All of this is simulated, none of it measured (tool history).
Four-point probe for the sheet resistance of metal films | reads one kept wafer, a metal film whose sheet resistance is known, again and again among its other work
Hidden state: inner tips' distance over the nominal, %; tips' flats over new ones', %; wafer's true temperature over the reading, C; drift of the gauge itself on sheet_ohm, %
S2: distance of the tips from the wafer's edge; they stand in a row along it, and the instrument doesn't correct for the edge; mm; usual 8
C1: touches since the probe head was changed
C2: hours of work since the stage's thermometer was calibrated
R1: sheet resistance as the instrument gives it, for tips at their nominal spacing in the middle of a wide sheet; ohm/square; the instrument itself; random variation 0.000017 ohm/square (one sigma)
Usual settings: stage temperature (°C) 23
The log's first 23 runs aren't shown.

{"run": 24, "hour": 1751.2, "stage temperature (°C)": 23, "S2": 12, "C1": 155444, "C2": 423, "R1": 0.082203}
{"run": 25, "hour": 1806.8, "stage temperature (°C)": 32, "S2": 13, "C1": 157213, "C2": 453, "R1": 0.0817}
{"run": 26, "hour": 1865.8, "stage temperature (°C)": 33, "S2": 14, "C1": 159089, "C2": 485, "R1": 0.081608}
{"run": 27, "hour": 1978.1, "stage temperature (°C)": 22, "S2": 71, "C1": 162662, "C2": 545, "R1": 0.081965}
{"run": 28, "hour": 2034.7, "stage temperature (°C)": 22, "S2": 71, "C1": 164460, "C2": 575, "R1": 0.081962}
{"run": 29, "hour": 2120.5, "stage temperature (°C)": 22, "S2": 71, "C1": 167189, "C2": 622, "R1": 0.081963}
{"run": 30, "hour": 2194.6, "stage temperature (°C)": 27, "S2": 9, "C1": 169546, "C2": 661, "R1": 0.08226}
{"run": 31, "hour": 2300.4, "stage temperature (°C)": 22, "S2": 21, "C1": 172912, "C2": 718, "R1": 0.082071}
{"run": 32, "hour": 2353.9, "stage temperature (°C)": 22, "S2": 21, "C1": 174613, "C2": 747, "R1": 0.08209}
{"run": 33, "hour": 2441.0, "stage temperature (°C)": 20, "S2": 8, "C1": 177382, "C2": 794, "R1": 0.082809}
{"run": 34, "hour": 2495.9, "stage temperature (°C)": 20, "S2": 8, "C1": 179129, "C2": 824, "R1": 0.082791}
{"run": 35, "hour": 2586.1, "stage temperature (°C)": 33, "S2": 54, "C1": 181996, "C2": 872, "R1": 0.081415}
{"run": 36, "hour": 2663.5, "stage temperature (°C)": 23, "S2": 20, "C1": 184458, "C2": 914, "R1": 0.082042}
{"run": 37, "hour": 2781.4, "stage temperature (°C)": 19, "S2": 58, "C1": 188209, "C2": 977, "R1": 0.08219}
{"run": 38, "hour": 2854.4, "stage temperature (°C)": 27, "S2": 5, "C1": 190530, "C2": 1016, "R1": 0.083417}
{"run": 39, "hour": 2945.1, "stage temperature (°C)": 31, "S2": 26, "C1": 193416, "C2": 1065, "R1": 0.081578}
{"run": 40, "hour": 3001.4, "stage temperature (°C)": 31, "S2": 26, "C1": 195206, "C2": 1095, "R1": 0.081574}
{"run": 41, "hour": 3098.5, "stage temperature (°C)": 20, "S2": 6, "C1": 198295, "C2": 1148, "R1": 0.083344}
{"run": 42, "hour": 3153.1, "stage temperature (°C)": 20, "S2": 6, "C1": 200030, "C2": 1177, "R1": 0.083337}
{"run": 43, "hour": 3262.6, "stage temperature (°C)": 20, "S2": 4, "C1": 203512, "C2": 1236, "R1": 0.084771}
{"run": 44, "hour": 3379.5, "stage temperature (°C)": 21, "S2": 18, "C1": 207229, "C2": 1299, "R1": 0.082188}

5 ways to go on from here, each from the tool as it stands after run 44. What would each give?
{"run": "A", "hour": 3432.9, "stage temperature (°C)": 31, "S2": 3, "C1": 208928, "C2": 1328, "R1": "?"}
{"run": "B", "hour": 3432.9, "stage temperature (°C)": 31, "S2": 73, "C1": 208928, "C2": 1328, "R1": "?"}
{"run": "C", "hour": 3432.9, "stage temperature (°C)": 27, "S2": 18, "C1": 208928, "C2": 1328, "R1": "?"}
{"run": "D", "hour": 3432.9, "stage temperature (°C)": 23, "S2": 8, "C1": 208928, "C2": 1328, "R1": "?"}
{"run": "E", "hour": 3432.9, "stage temperature (°C)": 21, "S2": 3, "C1": 208928, "C2": 1328, "R1": "?"}

run=A R1=0.086096
run=B R1=0.081506
run=C R1=0.081876
run=D R1=0.082642
run=E R1=0.086689
Without the tool's hidden state the same runs would have given:
run=A R1=0.086255
run=B R1=0.081657
run=C R1=0.082028
run=D R1=0.082796
run=E R1=0.086851
